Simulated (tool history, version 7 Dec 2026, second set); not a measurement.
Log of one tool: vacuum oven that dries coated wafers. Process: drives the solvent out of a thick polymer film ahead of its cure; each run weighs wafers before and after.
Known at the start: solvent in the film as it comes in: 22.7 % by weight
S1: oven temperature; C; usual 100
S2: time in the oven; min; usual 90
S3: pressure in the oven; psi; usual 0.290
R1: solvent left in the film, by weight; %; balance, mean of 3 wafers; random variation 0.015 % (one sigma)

run,hour,S1,S2,S3,R1
1,0.0,100,90,0.290,1.14
2,20.7,100,122,0.290,0.83
3,44.5,100,122,0.290,0.87
4,59.5,100,122,0.290,0.88
5,73.6,100,122,0.290,0.87
6,95.1,100,122,0.290,0.85
7,107.9,100,90,0.290,1.15
8,120.8,100,90,0.290,1.13
9,135.3,92,90,0.290,3.01
10,147.3,92,126,0.290,1.85
11,165.6,92,126,0.290,1.83
12,175.5,92,126,0.290,1.86
13,191.5,100,90,0.290,1.15
14,214.1,100,90,0.290,1.13
15,228.6,100,90,0.290,1.12
16,252.3,100,90,0.290,1.16
17,274.6,100,90,0.290,1.14
18,297.0,100,90,0.290,1.16
19,316.3,100,90,0.766,2.34
20,327.5,100,90,0.766,2.31
21,343.7,100,90,0.766,2.31
22,365.7,100,90,0.766,2.31
23,377.5,105,58,1.049,2.77
24,390.2,100,46,0.458,3.61

Forecast run 25:
25,405.9,100,46,0.458,?

R1: 3.60 %
Without the tool's hidden state the same run would have given R1 4.20 %.
